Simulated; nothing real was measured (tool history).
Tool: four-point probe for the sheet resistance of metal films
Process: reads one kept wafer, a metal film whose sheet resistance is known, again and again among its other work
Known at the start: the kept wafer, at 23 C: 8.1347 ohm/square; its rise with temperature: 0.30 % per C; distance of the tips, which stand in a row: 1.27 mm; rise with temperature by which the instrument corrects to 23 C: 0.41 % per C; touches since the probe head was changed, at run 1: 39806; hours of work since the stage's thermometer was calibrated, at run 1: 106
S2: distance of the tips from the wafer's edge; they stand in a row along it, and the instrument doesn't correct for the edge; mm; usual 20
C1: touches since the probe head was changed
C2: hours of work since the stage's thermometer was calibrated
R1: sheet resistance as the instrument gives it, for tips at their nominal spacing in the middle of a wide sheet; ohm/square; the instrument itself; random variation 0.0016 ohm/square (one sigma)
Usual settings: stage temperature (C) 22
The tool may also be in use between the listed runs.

{"run": 1, "hour": 0.0, "stage temperature (C)": 22, "S2": 20, "C1": 39806, "C2": 106, "R1": 8.17674}
{"run": 2, "hour": 13.7, "stage temperature (C)": 22, "S2": 20, "C1": 40209, "C2": 114, "R1": 8.178071}
{"run": 3, "hour": 38.5, "stage temperature (C)": 22, "S2": 20, "C1": 40934, "C2": 129, "R1": 8.179896}
{"run": 4, "hour": 59.9, "stage temperature (C)": 22, "S2": 20, "C1": 41561, "C2": 142, "R1": 8.180195}
{"run": 5, "hour": 76.9, "stage temperature (C)": 22, "S2": 20, "C1": 42057, "C2": 152, "R1": 8.182367}
{"run": 6, "hour": 105.1, "stage temperature (C)": 22, "S2": 12, "C1": 42883, "C2": 169, "R1": 8.213886}
{"run": 7, "hour": 119.7, "stage temperature (C)": 22, "S2": 12, "C1": 43310, "C2": 178, "R1": 8.215905}
{"run": 8, "hour": 148.3, "stage temperature (C)": 22, "S2": 12, "C1": 44149, "C2": 195, "R1": 8.21748}
{"run": 9, "hour": 163.4, "stage temperature (C)": 22, "S2": 12, "C1": 44589, "C2": 204, "R1": 8.215734}
{"run": 10, "hour": 193.6, "stage temperature (C)": 22, "S2": 24, "C1": 45473, "C2": 222, "R1": 8.180936}
{"run": 11, "hour": 212.0, "stage temperature (C)": 22, "S2": 24, "C1": 46013, "C2": 233, "R1": 8.178095}
{"run": 12, "hour": 242.6, "stage temperature (C)": 22, "S2": 24, "C1": 46908, "C2": 251, "R1": 8.179256}
{"run": 13, "hour": 272.5, "stage temperature (C)": 22, "S2": 24, "C1": 47785, "C2": 269, "R1": 8.18465}
{"run": 14, "hour": 288.4, "stage temperature (C)": 22, "S2": 53, "C1": 48249, "C2": 278, "R1": 8.176047}
{"run": 15, "hour": 320.9, "stage temperature (C)": 20, "S2": 20, "C1": 49199, "C2": 298, "R1": 8.210193}
{"run": 16, "hour": 344.8, "stage temperature (C)": 20, "S2": 20, "C1": 49899, "C2": 312, "R1": 8.212131}
{"run": 17, "hour": 358.5, "stage temperature (C)": 20, "S2": 20, "C1": 50302, "C2": 320, "R1": 8.208997}
{"run": 18, "hour": 385.3, "stage temperature (C)": 20, "S2": 20, "C1": 51085, "C2": 336, "R1": 8.209103}
{"run": 19, "hour": 416.9, "stage temperature (C)": 20, "S2": 20, "C1": 52011, "C2": 355, "R1": 8.210831}
{"run": 20, "hour": 443.9, "stage temperature (C)": 22, "S2": 4, "C1": 52801, "C2": 371, "R1": 8.599092}
{"run": 21, "hour": 461.6, "stage temperature (C)": 22, "S2": 4, "C1": 53320, "C2": 382, "R1": 8.598264}
{"run": 22, "hour": 479.5, "stage temperature (C)": 22, "S2": 4, "C1": 53843, "C2": 392, "R1": 8.596868}
{"run": 23, "hour": 497.4, "stage temperature (C)": 22, "S2": 4, "C1": 54368, "C2": 403, "R1": 8.599721}
{"run": 24, "hour": 511.2, "stage temperature (C)": 22, "S2": 4, "C1": 54772, "C2": 411, "R1": 8.598619}
{"run": 25, "hour": 524.8, "stage temperature (C)": 26, "S2": 25, "C1": 55170, "C2": 419, "R1": 8.154628}
{"run": 26, "hour": 545.3, "stage temperature (C)": 26, "S2": 25, "C1": 55768, "C2": 431, "R1": 8.153672}
{"run": 27, "hour": 560.7, "stage temperature (C)": 34, "S2": 3, "C1": 56219, "C2": 441, "R1": 8.782039}
{"run": 28, "hour": 582.9, "stage temperature (C)": 28, "S2": 5, "C1": 56870, "C2": 454, "R1": 8.399588}
{"run": 29, "hour": 602.8, "stage temperature (C)": 20, "S2": 11, "C1": 57453, "C2": 466, "R1": 8.260838}
{"run": 30, "hour": 620.9, "stage temperature (C)": 20, "S2": 11, "C1": 57982, "C2": 477, "R1": 8.262593}
{"run": 31, "hour": 645.7, "stage temperature (C)": 24, "S2": 25, "C1": 58708, "C2": 491, "R1": 8.176765}
{"run": 32, "hour": 659.4, "stage temperature (C)": 24, "S2": 25, "C1": 59111, "C2": 500, "R1": 8.175614}
{"run": 33, "hour": 677.7, "stage temperature (C)": 30, "S2": 11, "C1": 59645, "C2": 510, "R1": 8.17151}
{"run": 34, "hour": 692.3, "stage temperature (C)": 27, "S2": 20, "C1": 60074, "C2": 519, "R1": 8.157808}
{"run": 35, "hour": 717.9, "stage temperature (C)": 20, "S2": 17, "C1": 60822, "C2": 534, "R1": 8.227941}
{"run": 36, "hour": 732.6, "stage temperature (C)": 22, "S2": 6, "C1": 61253, "C2": 543, "R1": 8.379739}
{"run": 37, "hour": 758.3, "stage temperature (C)": 26, "S2": 3, "C1": 62003, "C2": 558, "R1": 8.862693}
{"run": 38, "hour": 780.6, "stage temperature (C)": 22, "S2": 24, "C1": 62657, "C2": 572, "R1": 8.201844}
{"run": 39, "hour": 808.6, "stage temperature (C)": 22, "S2": 24, "C1": 63477, "C2": 589, "R1": 8.200431}

Forecast run 40:
{"run": 40, "hour": 825.6, "stage temperature (C)": 24, "S2": 20, "C1": 63975, "C2": 599, "R1": "?"}

R1: 8.189179 ohm/square
Without the tool's hidden state the same run would have given R1 8.142395 ohm/square.
